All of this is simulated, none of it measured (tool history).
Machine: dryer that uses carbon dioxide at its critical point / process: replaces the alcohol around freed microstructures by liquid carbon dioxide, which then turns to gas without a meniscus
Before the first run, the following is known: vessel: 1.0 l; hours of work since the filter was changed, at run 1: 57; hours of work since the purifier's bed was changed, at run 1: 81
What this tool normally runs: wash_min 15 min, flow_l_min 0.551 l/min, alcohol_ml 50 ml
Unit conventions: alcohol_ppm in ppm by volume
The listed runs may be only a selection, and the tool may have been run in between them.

| run | hour | wash_min | flow_l_min | alcohol_ml | hours of work since the filter was changed | hours of work since the purifier's bed was changed | alcohol_ppm |
|---|---|---|---|---|---|---|---|
| 1 | 0 | 15 | 0.551 | 50 | 57 | 81 | 170 |
| 2 | 7.4 | 15 | 0.551 | 50 | 61 | 85 | 172 |
| 3 | 11.8 | 15 | 0.551 | 50 | 63 | 87 | 185 |
| 4 | 17.1 | 15 | 0.551 | 50 | 65 | 90 | 173 |
| 5 | 23.8 | 15 | 0.551 | 50 | 69 | 93 | 178 |
| 6 | 29.1 | 15 | 0.551 | 50 | 71 | 96 | 177 |
| 7 | 34.7 | 15 | 0.551 | 50 | 74 | 99 | 182 |
| 8 | 44 | 15 | 0.551 | 50 | 79 | 103 | 188 |
| 9 | 52.3 | 14 | 0.551 | 50 | 83 | 107 | 274 |
| 10 | 56.3 | 14 | 0.551 | 50 | 85 | 109 | 286 |
| 11 | 60.4 | 14 | 0.551 | 50 | 87 | 111 | 278 |
| 12 | 68.1 | 14 | 0.551 | 50 | 91 | 115 | 288 |
| 13 | 72.6 | 14 | 0.551 | 50 | 93 | 118 | 291 |
| 14 | 79.6 | 14 | 0.551 | 93 | 97 | 121 | 509 |
| 15 | 86.7 | 15 | 0.344 | 50 | 100 | 125 | 1421 |
| 16 | 92 | 15 | 0.344 | 50 | 103 | 127 | 1382 |
| 17 | 101.4 | 15 | 0.344 | 50 | 107 | 132 | 1470 |
| 18 | 110.8 | 15 | 0.344 | 50 | 112 | 137 | 1480 |
| 19 | 119.1 | 12 | 0.878 | 90 | 116 | 141 | 144 |
| 20 | 128.5 | 15 | 0.383 | 27 | 121 | 145 | 589 |
| 21 | 135.3 | 21 | 0.459 | 102 | 124 | 149 | 219 |
| 22 | 140.9 | 21 | 0.459 | 20 | 127 | 152 | 97 |
| 23 | 148.4 | 21 | 0.459 | 20 | 131 | 155 | 94 |
| 24 | 156.3 | 21 | 0.459 | 20 | 135 | 159 | 96 |
| 25 | 163.2 | 9 | 0.381 | 92 | 138 | 163 | 9596 |
| 26 | 170.4 | 10 | 0.504 | 50 | 142 | 166 | 1850 |
| 27 | 176.4 | 10 | 0.504 | 50 | 145 | 169 | 1916 |
| 28 | 180.8 | 16 | 0.819 | 50 | 147 | 171 | 71 |
| 29 | 186.8 | 16 | 0.819 | 50 | 150 | 174 | 77 |
| 30 | 191.9 | 15 | 0.551 | 50 | 153 | 177 | 311 |
| 31 | 200.1 | 17 | 0.453 | 47 | 157 | 181 | 391 |
|  | 202.1 | inlet filter changed |
| 32 | 209 | 9 | 0.871 | 50 | 3 | 185 | 218 |
| 33 | 214.2 | 15 | 0.38 | 82 | 6 | 188 | 1122 |
| 34 | 219 | 15 | 0.38 | 82 | 8 | 190 | 1117 |
| 35 | 225.2 | 15 | 0.38 | 82 | 11 | 193 | 1146 |
| 36 | 229.2 | 15 | 0.504 | 60 | 13 | 195 | 282 |

Describe how what the log doesn't record of the tool's condition differs between the last listed run preceding each entry between runs and the first listed run following it.
After run 31, before run 32: inlet filter changed (hour 202.1)
  flow that reaches the vessel past the clogged filter, %: 84.3 -> 99.5; alcohol in the recycled carbon dioxide, ppm: 65.9 -> 67.3
  the result without the hidden state subtracted from the measured one, alcohol_ppm: +256 -> +67 ppm by volume
